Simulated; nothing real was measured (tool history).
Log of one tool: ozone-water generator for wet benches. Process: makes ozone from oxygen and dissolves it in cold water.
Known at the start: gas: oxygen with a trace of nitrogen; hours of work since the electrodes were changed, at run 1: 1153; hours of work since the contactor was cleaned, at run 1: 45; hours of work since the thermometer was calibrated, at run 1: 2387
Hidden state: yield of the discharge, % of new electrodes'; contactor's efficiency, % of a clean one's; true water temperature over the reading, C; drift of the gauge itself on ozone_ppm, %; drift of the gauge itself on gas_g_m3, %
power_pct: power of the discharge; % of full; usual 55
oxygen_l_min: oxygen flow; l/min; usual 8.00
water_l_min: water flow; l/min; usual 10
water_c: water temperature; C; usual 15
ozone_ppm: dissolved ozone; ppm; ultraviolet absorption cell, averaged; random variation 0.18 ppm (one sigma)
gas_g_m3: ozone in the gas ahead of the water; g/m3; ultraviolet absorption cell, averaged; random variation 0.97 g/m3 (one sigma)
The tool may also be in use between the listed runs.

run	hour	power_pct	oxygen_l_min	water_l_min	water_c	hours of work since the electrodes were changed	hours of work since the contactor was cleaned	hours of work since the thermometer was calibrated	ozone_ppm	gas_g_m3
1	0.0	55	8.00	10	15	1153	45	2387	24.1	164.5
2	16.0	55	8.00	10	15	1167	60	2401	24.0	164.7
3	31.7	55	8.00	10	15	1182	74	2416	23.6	164.4
4	54.7	55	8.00	10	15	1203	95	2437	24.0	165.7
5	90.2	55	8.00	10	15	1235	127	2469	23.9	165.6
6	119.6	65	8.00	10	15	1262	154	2496	27.0	189.0
7	137.4	71	8.00	10	15	1278	170	2512	29.4	199.2
8	153.3	71	8.00	10	15	1293	185	2527	28.5	200.2
9	181.1	55	13.99	10	15	1318	210	2552	20.2	121.4
10	205.3	55	13.99	10	15	1340	232	2574	20.3	121.9
11	220.5	55	13.99	10	15	1354	246	2588	20.6	120.6
12	256.1	55	13.99	10	15	1386	279	2620	19.9	120.8
13	271.8	55	8.00	10	15	1401	293	2635	24.0	165.3
14	300.4	55	8.00	10	15	1427	319	2661	23.9	164.8
15	322.2	55	8.00	10	15	1447	339	2681	23.8	163.5
16	339.7	55	8.00	10	15	1463	355	2697	24.3	164.5
17	370.7	55	8.00	10	15	1491	383	2725	24.3	162.9
18	401.7	55	9.74	7	15	1519	411	2753	27.5	147.9
19	417.2	55	9.74	7	15	1533	425	2767	27.2	148.7
20	438.7	44	9.74	8	19	1553	445	2787	19.7	124.7
21	459.8	69	9.28	10	23	1572	464	2806	23.0	179.0
22	488.6	69	9.28	10	23	1598	491	2832	22.6	180.2
23	522.4	67	8.00	10	10	1629	521	2863	30.8	191.9
24	551.5	48	5.66	10	23	1656	548	2890	19.7	179.6
25	569.2	50	7.12	9	7	1672	564	2906	29.3	163.7
26	585.2	55	8.00	12	15	1686	579	2920	21.5	164.9
27	604.3	55	8.00	12	15	1704	596	2938	21.4	164.4
28	628.1	51	10.37	11	15	1726	618	2960	20.0	135.7
29	651.0	51	10.37	11	15	1746	639	2980	20.0	135.1
30	684.1	61	8.00	10	15	1777	669	3011	26.3	177.9
31	715.0	49	12.68	10	15	1805	697	3039	19.0	116.4
32	739.7	49	12.68	10	15	1827	720	3061	19.3	118.3
33	772.8	55	8.00	6	15	1858	750	3092	31.5	165.0
34	805.8	87	8.00	10	19	1888	780	3122	31.5	233.3

3 ways to go on from here, each from the tool as it stands after run 34. What would each give?
A	822.2	52	8.00	14	20	1903	795	3137	?	?
B	822.2	40	8.00	10	19	1903	795	3137	?	?
C	822.2	51	5.72	10	12	1903	795	3137	?	?

run	ozone_ppm	gas_g_m3
A	16.9	158.8
B	17.2	129.4
C	25.9	186.5
Without the tool's hidden state the same runs would have given:
run	ozone_ppm	gas_g_m3
A	16.9	158.9
B	17.2	129.4
C	25.9	186.6

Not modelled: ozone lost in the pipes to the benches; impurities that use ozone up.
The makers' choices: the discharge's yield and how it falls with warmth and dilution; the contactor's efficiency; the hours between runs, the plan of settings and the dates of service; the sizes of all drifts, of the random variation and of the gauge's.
